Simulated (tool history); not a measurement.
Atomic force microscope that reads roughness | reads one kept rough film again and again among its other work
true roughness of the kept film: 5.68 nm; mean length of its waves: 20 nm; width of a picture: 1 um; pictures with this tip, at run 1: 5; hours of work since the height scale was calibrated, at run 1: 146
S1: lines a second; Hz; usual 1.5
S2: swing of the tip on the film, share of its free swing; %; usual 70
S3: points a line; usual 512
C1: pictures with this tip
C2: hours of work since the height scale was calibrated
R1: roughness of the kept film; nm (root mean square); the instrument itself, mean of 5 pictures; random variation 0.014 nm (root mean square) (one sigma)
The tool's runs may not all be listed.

run 1 day=0 | S1=1.5 S2=70 S3=512 | C1=5 C2=146 | R1=3.175
run 2 day=0.958 | S1=1.45 S2=70 S3=512 | C1=42 C2=163 | R1=2.191
-- day=1.775 new tip fitted
run 3 day=1.888 | S1=1.5 S2=83 S3=512 | C1=5 C2=179 | R1=2.989
run 4 day=2.417 | S1=1.5 S2=78 S3=512 | C1=25 C2=189 | R1=2.47
run 5 day=3.012 | S1=1.5 S2=75 S3=512 | C1=48 C2=200 | R1=2.039
-- day=3.7 new tip fitted
run 6 day=3.8 | S1=1.5 S2=57 S3=512 | C1=4 C2=214 | R1=3.259
run 7 day=4.525 | S1=1.5 S2=71 S3=512 | C1=32 C2=227 | R1=2.396
run 8 day=5.317 | S1=1.5 S2=70 S3=512 | C1=63 C2=241 | R1=1.902
-- day=5.579 new tip fitted
run 9 day=6.333 | S1=0.56 S2=70 S3=512 | C1=29 C2=259 | R1=2.54
run 10 day=6.788 | S1=0.56 S2=70 S3=512 | C1=47 C2=267 | R1=2.139
run 11 day=7.379 | S1=0.56 S2=70 S3=512 | C1=70 C2=278 | R1=1.841
-- day=7.45 new tip fitted
run 12 day=8.471 | S1=1.5 S2=70 S3=512 | C1=39 C2=297 | R1=2.304
run 13 day=9.096 | S1=1.5 S2=68 S3=512 | C1=64 C2=308 | R1=1.877
-- day=9.317 new tip fitted
run 14 day=9.85 | S1=0.64 S2=70 S3=512 | C1=20 C2=322 | R1=2.742
run 15 day=10.888 | S1=1.5 S2=70 S3=512 | C1=61 C2=340 | R1=1.906
-- day=11.254 new tip fitted
run 16 day=11.883 | S1=1.5 S2=70 S3=512 | C1=25 C2=358 | R1=2.555
run 17 day=12.842 | S1=1.5 S2=58 S3=512 | C1=62 C2=375 | R1=1.912
-- day=13.158 new tip fitted
run 18 day=13.542 | S1=1.5 S2=70 S3=512 | C1=15 C2=388 | R1=2.89
run 19 day=14.538 | S1=1.5 S2=70 S3=512 | C1=54 C2=406 | R1=2.026
-- day=15.042 new tip fitted
run 20 day=15.558 | S1=1.5 S2=76 S3=512 | C1=20 C2=424 | R1=2.568
run 21 day=16.146 | S1=1.5 S2=76 S3=512 | C1=43 C2=434 | R1=2.083
-- day=16.929 new tip fitted
run 22 day=17.175 | S1=0.65 S2=70 S3=512 | C1=9 C2=452 | R1=3.236
run 23 day=17.838 | S1=0.65 S2=70 S3=512 | C1=35 C2=464 | R1=2.455
run 24 day=18.375 | S1=0.65 S2=70 S3=512 | C1=56 C2=474 | R1=2.078
-- day=18.825 new tip fitted
run 25 day=19.321 | S1=0.65 S2=70 S3=512 | C1=19 C2=491 | R1=2.831
run 26 day=20.383 | S1=1.5 S2=70 S3=512 | C1=60 C2=510 | R1=1.892
-- day=20.742 new tip fitted
run 27 day=21.404 | S1=1.87 S2=73 S3=333 | C1=26 C2=528 | R1=2.441
run 28 day=22.296 | S1=1.87 S2=59 S3=919 | C1=61 C2=544 | R1=1.953
-- day=22.654 new tip fitted
run 29 day=23.204 | S1=1.04 S2=70 S3=512 | C1=21 C2=560 | R1=2.703
run 30 day=24.083 | S1=1.04 S2=70 S3=512 | C1=55 C2=576 | R1=1.981
-- day=24.542 new tip fitted
run 31 day=24.717 | S1=1.81 S2=70 S3=947 | C1=6 C2=587 | R1=3.127
run 32 day=25.3 | S1=1.81 S2=70 S3=947 | C1=29 C2=598 | R1=2.425
run 33 day=25.946 | S1=1.81 S2=67 S3=386 | C1=54 C2=609 | R1=1.98
-- day=26.475 new tip fitted
run 34 day=27.021 | S1=1.81 S2=67 S3=386 | C1=21 C2=628 | R1=2.618
run 35 day=27.671 | S1=1.81 S2=67 S3=386 | C1=46 C2=640 | R1=2.079
-- day=27.758 height scale calibrated on a step standard
-- day=28.412 new tip fitted
run 36 day=28.792 | S1=1.5 S2=69 S3=723 | C1=15 C2=18 | R1=2.826
run 37 day=29.471 | S1=0.59 S2=70 S3=870 | C1=41 C2=30 | R1=2.254
-- day=30.304 new tip fitted
run 38 day=30.521 | S1=0.51 S2=59 S3=498 | C1=8 C2=49 | R1=3.096
run 39 day=31.142 | S1=0.51 S2=59 S3=498 | C1=32 C2=60 | R1=2.438
-- day=32.017 height scale calibrated on a step standard, once more
-- day=32.229 new tip fitted
run 40 day=32.229 | S1=1.5 S2=61 S3=872 | C1=0 C2=3 | R1=3.441
run 41 day=32.829 | S1=1.52 S2=65 S3=792 | C1=24 C2=14 | R1=2.585
run 42 day=33.858 | S1=2.06 S2=70 S3=571 | C1=64 C2=33 | R1=1.832
-- day=34.104 new tip fitted
run 43 day=34.708 | S1=1.5 S2=72 S3=320 | C1=24 C2=48 | R1=2.531
run 44 day=35.45 | S1=1.5 S2=72 S3=320 | C1=53 C2=61 | R1=1.971
-- day=35.992 new tip fitted
run 45 day=36.088 | S1=1.5 S2=72 S3=320 | C1=4 C2=72 | R1=3.227
run 46 day=37.167 | S1=1.5 S2=72 S3=320 | C1=46 C2=92 | R1=2.104
-- day=37.933 new tip fitted
run 47 day=37.95 | S1=3.77 S2=70 S3=410 | C1=0 C2=106 | R1=3.182
run 48 day=38.8 | S1=1.5 S2=70 S3=955 | C1=33 C2=121 | R1=2.385
-- day=39.85 new tip fitted
run 49 day=39.85 | S1=1.16 S2=70 S3=583 | C1=0 C2=140 | R1=3.419
run 50 day=40.754 | S1=2.36 S2=58 S3=567 | C1=35 C2=156 | R1=2.412
-- day=41.758 new tip fitted
run 51 day=41.829 | S1=2.36 S2=58 S3=567 | C1=3 C2=175 | R1=3.266
run 52 day=42.892 | S1=0.75 S2=69 S3=512 | C1=44 C2=194 | R1=2.253

Forecast each of these 3 alternatives for the next run:
-- day=43.65 new tip fitted
run A day=43.717 | S1=0.93 S2=84 S3=697 | C1=2 C2=209 | R1=?
-- day=43.65 new tip fitted
run B day=43.717 | S1=1.5 S2=71 S3=512 | C1=2 C2=209 | R1=?
-- day=43.65 new tip fitted
run C day=43.717 | S1=0.91 S2=70 S3=622 | C1=2 C2=209 | R1=?

run=A R1=3.296
run=B R1=3.322
run=C R1=3.376
Without the tool's hidden state the same runs would have given:
run=A R1=3.419
run=B R1=3.446
run=C R1=3.502
